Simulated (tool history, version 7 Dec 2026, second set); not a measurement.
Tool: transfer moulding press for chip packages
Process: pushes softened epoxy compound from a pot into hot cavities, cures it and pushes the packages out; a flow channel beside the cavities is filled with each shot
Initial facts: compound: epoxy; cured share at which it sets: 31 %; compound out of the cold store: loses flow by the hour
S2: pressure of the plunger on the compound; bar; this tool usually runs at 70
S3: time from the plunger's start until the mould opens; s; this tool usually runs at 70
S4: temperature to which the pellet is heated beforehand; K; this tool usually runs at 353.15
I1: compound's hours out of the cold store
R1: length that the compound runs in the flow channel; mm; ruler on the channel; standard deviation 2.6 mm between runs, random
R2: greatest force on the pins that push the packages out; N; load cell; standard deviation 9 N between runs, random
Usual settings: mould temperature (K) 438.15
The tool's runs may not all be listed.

Run 1, hour 0: usual settings; I1 41.8. Result: R1 787 mm, R2 629 N.
At hour 44.3: cavities cleaned with cleaning compound and waxed.
Run 2, hour 46: usual settings; I1 46.5. Result: R1 770 mm, R2 390 N.
Run 3, hour 79.5: usual settings but S3 60 s; I1 13.8. Result: R1 891 mm, R2 861 N.
Run 4, hour 127.4: usual settings but S3 60 s; I1 12.1. Result: R1 896 mm, R2 992 N.
At hour 136.6: cavities cleaned with cleaning compound and waxed.
Run 5, hour 153.1: usual settings but S3 60 s; I1 23.2. Result: R1 849 mm, R2 684 N.
Run 6, hour 199.8: usual settings; I1 35.3. Result: R1 801 mm, R2 654 N.
At hour 227.6: cavities cleaned with cleaning compound and waxed.
At hour 238.9: mould's thermocouples calibrated.
Run 7, hour 250.2: usual settings but S2 68.5 bar; I1 22.3. Result: R1 837 mm, R2 569 N.
Run 8, hour 282.9: usual settings but S2 68.5 bar; I1 29.5. Result: R1 803 mm, R2 646 N.
At hour 301.3: plunger's sealing rings changed.
At hour 324.7: cavities cleaned with cleaning compound and waxed.
Run 9, hour 335.7: usual settings but S4 347.15 K; I1 27.1. Result: R1 862 mm, R2 489 N.
Run 10, hour 367.6: usual settings but S4 347.15 K; I1 14.3. Result: R1 912 mm, R2 664 N.
At hour 417.8: cavities cleaned with cleaning compound and waxed.
Run 11, hour 417.8: usual settings but mould temperature (K) 432.15, S2 58 bar, S3 62 s, S4 347.15 K; I1 41.6. Result: R1 752 mm, R2 797 N.
Run 12, hour 447.1: usual settings but S2 83.1 bar, S3 61 s; I1 45.4. Result: R1 852 mm, R2 733 N.
Run 13, hour 499.1: usual settings but S2 69.4 bar, S4 360.15 K; I1 20.9. Result: R1 859 mm, R2 729 N.
At hour 512.7: cavities cleaned with cleaning compound and waxed.
Run 14, hour 549.3: usual settings but mould temperature (K) 432.15, S2 68.5 bar, S4 362.15 K; I1 13.3. Result: R1 919 mm, R2 968 N.
Run 15, hour 574.3: usual settings but mould temperature (K) 432.15, S2 68.5 bar, S4 362.15 K; I1 23.4. Result: R1 870 mm, R2 1069 N.
At hour 603.4: cavities cleaned with cleaning compound and waxed.
Run 16, hour 607.1: usual settings but mould temperature (K) 445.15; I1 33.9. Result: R1 782 mm, R2 328 N.
Run 17, hour 656.5: usual settings but S2 71.9 bar, S4 362.15 K; I1 47.4. Result: R1 763 mm, R2 619 N.
Run 18, hour 682.2: usual settings but S2 71.9 bar, S4 362.15 K; I1 25.4. Result: R1 839 mm, R2 704 N.
At hour 696.6: cavities cleaned with cleaning compound and waxed.
Run 19, hour 733.7: usual settings but S2 69.9 bar, S4 344.15 K; I1 10.8. Result: R1 886 mm, R2 650 N.

Here are 5 independent what-if runs from the current tool condition. What would each one return?
At hour 741.6: plunger's sealing rings changed.
Run A, hour 786: usual settings but mould temperature (K) 433.15, S2 78.9 bar, S4 348.15 K; I1 30.4. Result: R1 ?, R2 ?.
At hour 741.6: plunger's sealing rings changed.
Run B, hour 786: usual settings but mould temperature (K) 440.15; I1 15.2. Result: R1 ?, R2 ?.
At hour 741.6: plunger's sealing rings changed.
Run C, hour 786: usual settings but S4 344.15 K; I1 46.1. Result: R1 ?, R2 ?.
At hour 741.6: plunger's sealing rings changed.
Run D, hour 786: usual settings but mould temperature (K) 435.15, S3 87 s; I1 32.6. Result: R1 ?, R2 ?.
At hour 741.6: plunger's sealing rings changed.
Run E, hour 786: usual settings but mould temperature (K) 445.15, S2 69.9 bar, S4 349.15 K; I1 23.5. Result: R1 ?, R2 ?.

run   R1    R2
  A  928  1035
  B  898   640
  C  787   687
  D  852   591
  E  840   568
Take away the tool's hidden state, keep each run's random variation, and the runs would have read:
run   R1   R2
  A  933  554
  B  903  343
  C  791  366
  D  857  313
  E  845  305
